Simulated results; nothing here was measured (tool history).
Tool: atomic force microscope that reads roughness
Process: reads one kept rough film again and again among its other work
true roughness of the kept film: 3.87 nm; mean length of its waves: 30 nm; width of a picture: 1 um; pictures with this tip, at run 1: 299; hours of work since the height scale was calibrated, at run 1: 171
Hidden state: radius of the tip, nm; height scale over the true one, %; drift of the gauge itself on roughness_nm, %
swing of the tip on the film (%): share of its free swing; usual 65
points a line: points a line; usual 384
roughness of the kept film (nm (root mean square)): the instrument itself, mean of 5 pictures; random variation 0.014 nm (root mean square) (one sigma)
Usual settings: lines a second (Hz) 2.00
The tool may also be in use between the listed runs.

run,hour,lines a second (Hz),swing of the tip on the film (%),points a line,pictures with this tip,hours of work since the height scale was calibrated,roughness of the kept film (nm (root mean square))
1,0.0,2.00,65,384,299,171,2.889
# hour 1.7: new tip fitted
2,16.1,2.00,89,384,18,177,2.993
3,33.3,2.00,65,384,40,184,3.250
4,44.4,1.28,65,384,55,189,3.262
5,56.5,1.28,65,384,71,193,3.237
6,68.5,2.00,65,384,86,198,3.189
7,78.6,2.00,65,384,99,202,3.165
8,94.4,2.00,65,384,120,209,3.128
9,101.6,2.00,65,384,129,212,3.098
10,114.3,2.00,65,384,145,217,3.098
11,124.3,2.00,65,384,158,221,3.065
12,133.4,2.00,65,384,170,225,3.069
13,149.1,2.00,56,384,190,231,3.086
14,159.8,2.00,56,384,204,236,3.064
15,176.2,2.00,56,384,225,242,3.025
16,184.5,2.00,56,842,236,246,3.056
17,196.9,2.00,56,842,252,251,3.017
18,208.2,2.00,56,842,267,255,2.994
19,215.6,2.00,56,842,276,258,3.019
# hour 218.2: height scale calibrated on a step standard
20,225.1,2.00,65,751,287,3,2.935
# hour 235.6: new tip fitted
21,241.0,2.00,65,751,7,9,3.319
22,255.0,2.00,65,751,25,15,3.269
23,271.7,1.80,65,443,47,22,3.236
24,287.7,1.80,65,443,68,28,3.195
25,294.7,1.13,65,668,77,31,3.265
26,302.8,1.74,59,319,87,34,3.223
# hour 304.6: height scale calibrated on a step standard, once more
27,319.1,1.74,59,319,107,6,3.175
28,333.7,2.00,61,481,126,12,3.149
29,341.0,2.00,60,646,135,15,3.144
30,355.0,2.49,74,518,153,21,2.972
31,371.3,1.40,63,695,174,27,3.123
32,388.6,1.40,63,745,197,34,3.055
33,403.5,1.40,83,539,216,40,2.923
34,415.1,1.40,83,539,231,45,2.900
35,425.4,0.75,75,723,244,49,3.018
36,437.5,2.80,65,288,260,54,2.887
37,446.2,2.80,65,288,271,58,2.874
38,453.4,0.62,75,877,281,61,3.004
39,467.5,0.62,75,877,299,66,2.968

5 ways to go on from here, each from the tool as it stands after run 39. What would each give?
# hour 469.1: new tip fitted
A,482.4,3.26,75,877,17,72,?
# hour 469.1: new tip fitted
B,482.4,1.56,65,416,17,72,?
# hour 469.1: new tip fitted
C,482.4,0.72,72,595,17,72,?
# hour 469.1: new tip fitted
D,482.4,2.16,76,470,17,72,?
# hour 469.1: new tip fitted
E,482.4,0.62,57,877,17,72,?

run,roughness of the kept film (nm (root mean square))
A,3.090
B,3.302
C,3.364
D,3.154
E,3.385
Without the tool's hidden state the same runs would have given:
run,roughness of the kept film (nm (root mean square))
A,3.119
B,3.333
C,3.396
D,3.184
E,3.417
